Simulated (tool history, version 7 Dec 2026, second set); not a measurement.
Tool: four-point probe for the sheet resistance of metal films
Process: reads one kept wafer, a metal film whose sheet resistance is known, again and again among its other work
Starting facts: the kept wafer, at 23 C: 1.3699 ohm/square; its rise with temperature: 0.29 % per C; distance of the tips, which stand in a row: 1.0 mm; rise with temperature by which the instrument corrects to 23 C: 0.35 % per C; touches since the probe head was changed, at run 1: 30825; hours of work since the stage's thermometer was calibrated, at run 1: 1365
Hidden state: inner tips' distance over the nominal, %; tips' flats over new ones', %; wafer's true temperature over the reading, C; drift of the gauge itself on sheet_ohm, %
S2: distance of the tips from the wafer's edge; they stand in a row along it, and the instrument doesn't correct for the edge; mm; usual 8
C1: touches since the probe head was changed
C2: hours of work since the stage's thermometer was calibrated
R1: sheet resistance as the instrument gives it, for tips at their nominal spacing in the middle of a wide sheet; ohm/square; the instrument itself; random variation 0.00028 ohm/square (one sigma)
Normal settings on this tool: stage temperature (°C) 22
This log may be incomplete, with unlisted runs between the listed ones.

run 1 hour=0.0 | stage_temperature_(°C)=22 S2=8 | C1=30825 C2=1365 | R1=1.382424
run 2 hour=20.8 | stage_temperature_(°C)=22 S2=61 | C1=31283 C2=1379 | R1=1.370606
run 3 hour=50.0 | stage_temperature_(°C)=22 S2=61 | C1=31927 C2=1399 | R1=1.370685
run 4 hour=74.0 | stage_temperature_(°C)=22 S2=61 | C1=32455 C2=1415 | R1=1.371160
run 5 hour=99.8 | stage_temperature_(°C)=22 S2=8 | C1=33024 C2=1433 | R1=1.382378
run 6 hour=124.3 | stage_temperature_(°C)=22 S2=8 | C1=33563 C2=1450 | R1=1.382210
run 7 hour=151.6 | stage_temperature_(°C)=19 S2=8 | C1=34164 C2=1469 | R1=1.384725
run 8 hour=184.1 | stage_temperature_(°C)=19 S2=8 | C1=34881 C2=1491 | R1=1.384912
run 9 hour=208.2 | stage_temperature_(°C)=19 S2=8 | C1=35411 C2=1508 | R1=1.384483
run 10 hour=227.6 | stage_temperature_(°C)=19 S2=8 | C1=35840 C2=1521 | R1=1.384682
run 11 hour=263.9 | stage_temperature_(°C)=19 S2=8 | C1=36638 C2=1546 | R1=1.384507
run 12 hour=280.8 | stage_temperature_(°C)=19 S2=8 | C1=37012 C2=1558 | R1=1.384580
run 13 hour=313.9 | stage_temperature_(°C)=19 S2=12 | C1=37739 C2=1580 | R1=1.377920
run 14 hour=342.8 | stage_temperature_(°C)=35 S2=8 | C1=38377 C2=1600 | R1=1.371998
run 15 hour=371.0 | stage_temperature_(°C)=35 S2=8 | C1=38998 C2=1620 | R1=1.371775
run 16 hour=393.0 | stage_temperature_(°C)=35 S2=8 | C1=39482 C2=1635 | R1=1.371420
run 17 hour=412.2 | stage_temperature_(°C)=35 S2=8 | C1=39904 C2=1648 | R1=1.371760
run 18 hour=441.4 | stage_temperature_(°C)=22 S2=8 | C1=40548 C2=1668 | R1=1.381288
run 19 hour=476.6 | stage_temperature_(°C)=22 S2=8 | C1=41323 C2=1692 | R1=1.382033
run 20 hour=491.5 | stage_temperature_(°C)=22 S2=8 | C1=41653 C2=1703 | R1=1.382289
run 21 hour=525.3 | stage_temperature_(°C)=22 S2=8 | C1=42397 C2=1726 | R1=1.381763
run 22 hour=540.2 | stage_temperature_(°C)=22 S2=28 | C1=42725 C2=1736 | R1=1.371519
run 23 hour=563.1 | stage_temperature_(°C)=22 S2=28 | C1=43231 C2=1752 | R1=1.371609
run 24 hour=599.0 | stage_temperature_(°C)=27 S2=11 | C1=44020 C2=1777 | R1=1.372693
run 25 hour=623.3 | stage_temperature_(°C)=27 S2=11 | C1=44555 C2=1793 | R1=1.372276
run 26 hour=650.2 | stage_temperature_(°C)=27 S2=11 | C1=45149 C2=1812 | R1=1.372608
run 27 hour=677.4 | stage_temperature_(°C)=35 S2=17 | C1=45748 C2=1831 | R1=1.362919
run 28 hour=693.5 | stage_temperature_(°C)=18 S2=8 | C1=46103 C2=1842 | R1=1.385098
run 29 hour=709.4 | stage_temperature_(°C)=18 S2=8 | C1=46451 C2=1852 | R1=1.385268
run 30 hour=742.0 | stage_temperature_(°C)=34 S2=64 | C1=47170 C2=1875 | R1=1.360544
-- hour=770.5 stage's thermometer calibrated
run 31 hour=777.8 | stage_temperature_(°C)=34 S2=64 | C1=47947 C2=5 | R1=1.358298
run 32 hour=813.4 | stage_temperature_(°C)=33 S2=32 | C1=48732 C2=30 | R1=1.360002
run 33 hour=846.0 | stage_temperature_(°C)=33 S2=32 | C1=49450 C2=52 | R1=1.359444
run 34 hour=873.4 | stage_temperature_(°C)=20 S2=4 | C1=50054 C2=71 | R1=1.413692
run 35 hour=899.3 | stage_temperature_(°C)=20 S2=4 | C1=50626 C2=89 | R1=1.413487
run 36 hour=919.4 | stage_temperature_(°C)=24 S2=38 | C1=51068 C2=102 | R1=1.366319
run 37 hour=955.1 | stage_temperature_(°C)=24 S2=38 | C1=51855 C2=127 | R1=1.366227
run 38 hour=979.5 | stage_temperature_(°C)=24 S2=38 | C1=52392 C2=144 | R1=1.366052
run 39 hour=997.1 | stage_temperature_(°C)=23 S2=35 | C1=52779 C2=156 | R1=1.367496
run 40 hour=1017.2 | stage_temperature_(°C)=23 S2=35 | C1=53222 C2=170 | R1=1.366706

Run 41 has not been measured yet. What should we expect?
run 41 hour=1035.1 | stage_temperature_(°C)=22 S2=33 | C1=53617 C2=182 | R1=?

Run 41 came out at R1 1.368700 ohm/square.
Had the tool carried no hidden state, the very same run would have given R1 1.372064 ohm/square.
